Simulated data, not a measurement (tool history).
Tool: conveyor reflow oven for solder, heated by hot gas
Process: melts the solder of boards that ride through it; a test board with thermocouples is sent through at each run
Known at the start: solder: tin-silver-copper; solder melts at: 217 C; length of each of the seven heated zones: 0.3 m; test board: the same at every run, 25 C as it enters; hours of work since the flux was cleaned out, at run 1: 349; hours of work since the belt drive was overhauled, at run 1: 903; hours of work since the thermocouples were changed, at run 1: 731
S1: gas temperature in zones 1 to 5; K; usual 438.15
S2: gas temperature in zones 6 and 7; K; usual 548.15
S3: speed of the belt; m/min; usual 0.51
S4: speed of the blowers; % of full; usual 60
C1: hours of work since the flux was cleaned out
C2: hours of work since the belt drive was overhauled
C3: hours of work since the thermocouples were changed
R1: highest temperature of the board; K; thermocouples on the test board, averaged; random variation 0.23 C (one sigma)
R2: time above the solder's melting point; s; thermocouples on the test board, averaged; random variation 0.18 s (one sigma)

run	day	S1	S2	S3	S4	C1	C2	C3	R1	R2
1	0	438.15	548.15	0.51	60	349	903	731	524.15	48.5
# day 1.35: flux residue cleaned out of gas plates and filters
2	2.379	438.15	548.15	0.51	60	10	924	752	525.05	49.3
3	3.617	438.15	548.15	0.51	60	22	935	764	525.15	49.3
4	4.767	438.15	548.15	0.51	60	33	947	775	524.65	49.7
5	6.454	438.15	548.15	0.51	60	49	963	791	524.65	49.5
6	8.6	438.15	548.15	0.501	60	70	983	812	525.65	50.7
7	10.508	438.15	548.15	0.51	88	88	1002	830	532.95	56.4
8	11.733	438.15	548.15	0.51	88	100	1014	842	533.05	56.6
9	13.046	438.15	548.15	0.51	88	113	1026	855	533.55	56.1
10	15.192	438.15	548.15	0.51	88	133	1047	876	533.05	56.2
11	16.954	440.15	557.15	0.594	61	150	1064	892	526.15	42.5
12	18.567	437.15	543.15	0.449	57	166	1080	908	523.35	55.5
13	20.721	448.15	559.15	0.449	57	187	1100	929	539.55	70.3
14	21.946	450.15	559.15	0.449	87	199	1112	941	547.35	75.2
15	23.083	449.15	548.15	0.51	65	209	1123	952	528.05	55.7
16	24.25	438.15	548.15	0.58	60	221	1134	963	518.55	37.4
17	26.033	438.15	548.15	0.45	60	238	1151	980	528.85	60.4
18	26.929	438.15	561.15	0.425	60	247	1160	989	542.85	73.1
19	28.842	428.15	548.15	0.51	78	265	1179	1007	528.75	50.4

5 ways to go on from here, each from the tool as it stands after run 19. What would each give?
A	30.238	438.15	548.15	0.588	60	278	1192	1020	?	?
B	30.238	428.15	548.15	0.51	90	278	1192	1020	?	?
C	30.238	451.15	548.15	0.51	54	278	1192	1020	?	?
D	30.238	428.15	548.15	0.51	53	278	1192	1020	?	?
E	30.238	438.15	556.15	0.51	60	278	1192	1020	?	?

run	R1	R2
A	517.65	36.3
B	531.15	52.8
C	523.55	52.4
D	518.25	40.3
E	530.55	53.4
Without the tool's hidden state the same runs would have given:
run	R1	R2
A	519.55	37.2
B	533.45	53.4
C	525.25	52.9
D	519.95	41.2
E	532.45	53.8

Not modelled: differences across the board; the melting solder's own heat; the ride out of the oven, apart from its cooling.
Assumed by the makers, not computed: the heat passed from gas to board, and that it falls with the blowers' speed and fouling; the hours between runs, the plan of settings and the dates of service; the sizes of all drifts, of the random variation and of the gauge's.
